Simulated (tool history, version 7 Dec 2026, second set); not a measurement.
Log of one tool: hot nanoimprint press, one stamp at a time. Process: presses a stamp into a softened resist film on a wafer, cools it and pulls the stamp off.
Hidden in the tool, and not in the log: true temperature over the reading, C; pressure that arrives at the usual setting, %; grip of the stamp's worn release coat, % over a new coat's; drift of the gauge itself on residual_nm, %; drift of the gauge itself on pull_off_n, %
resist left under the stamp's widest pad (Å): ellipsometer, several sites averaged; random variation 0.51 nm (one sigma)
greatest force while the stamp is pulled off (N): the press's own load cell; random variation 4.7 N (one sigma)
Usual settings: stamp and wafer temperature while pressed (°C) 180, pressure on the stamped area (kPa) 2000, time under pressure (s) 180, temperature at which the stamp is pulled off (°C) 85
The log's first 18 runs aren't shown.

| run | hour | stamp and wafer temperature while pressed (°C) | pressure on the stamped area (kPa) | time under pressure (s) | temperature at which the stamp is pulled off (°C) | hours of work since the thermocouple was calibrated | imprints on the stamp's release coat | hours of work since the press's seals were changed | resist left under the stamp's widest pad (Å) | greatest force while the stamp is pulled off (N) |
|---|---|---|---|---|---|---|---|---|---|---|
| 19 | 1266.9 | 180 | 1640 | 102 | 92 | 108 | 812 | 495 | 2160 | 196 |
| 20 | 1312.2 | 180 | 1640 | 102 | 92 | 138 | 1004 | 524 | 2166 | 195 |
| 21 | 1392.5 | 186 | 1640 | 102 | 83 | 190 | 1346 | 577 | 1869 | 235 |
| 22 | 1468.1 | 186 | 3070 | 97 | 92 | 240 | 1669 | 626 | 1353 | 192 |
| 23 | 1510.5 | 180 | 1700 | 317 | 85 | 267 | 1849 | 654 | 1583 | 224 |
|  | 1530.9 | stamp cleaned and given a new release coat |
| 24 | 1573.6 | 180 | 2000 | 107 | 85 | 305 | 182 | 691 | 1958 | 235 |
| 25 | 1661.6 | 180 | 2000 | 126 | 78 | 362 | 558 | 749 | 1887 | 261 |
| 26 | 1738.2 | 180 | 2000 | 174 | 73 | 412 | 884 | 799 | 1730 | 302 |
| 27 | 1838.3 | 180 | 2000 | 174 | 73 | 477 | 1310 | 864 | 1725 | 286 |
|  | 1905.1 | plate thermocouple calibrated |
| 28 | 1934.3 | 180 | 1570 | 180 | 84 | 19 | 1706 | 925 | 1914 | 238 |
|  | 1990.1 | stamp cleaned and given a new release coat |
| 29 | 1990.1 | 187 | 1570 | 180 | 91 | 52 | 0 | 957 | 1568 | 193 |
| 30 | 2077.3 | 180 | 1800 | 142 | 73 | 109 | 372 | 1014 | 1910 | 290 |

Forecast each of these 3 alternatives for the next run:
| A | 2155.4 | 180 | 2270 | 145 | 74 | 160 | 705 | 1065 | ? | ? |
| B | 2155.4 | 180 | 2000 | 274 | 85 | 160 | 705 | 1065 | ? | ? |
| C | 2155.4 | 176 | 1450 | 142 | 73 | 160 | 705 | 1065 | ? | ? |

| run | resist left under the stamp's widest pad (Å) | greatest force while the stamp is pulled off (N) |
|---|---|---|
| A | 1701 | 298 |
| B | 1512 | 222 |
| C | 2282 | 290 |
Without the tool's hidden state the same runs would have given:
| run | resist left under the stamp's widest pad (Å) | greatest force while the stamp is pulled off (N) |
|---|---|---|
| A | 1732 | 297 |
| B | 1540 | 221 |
| C | 2326 | 289 |
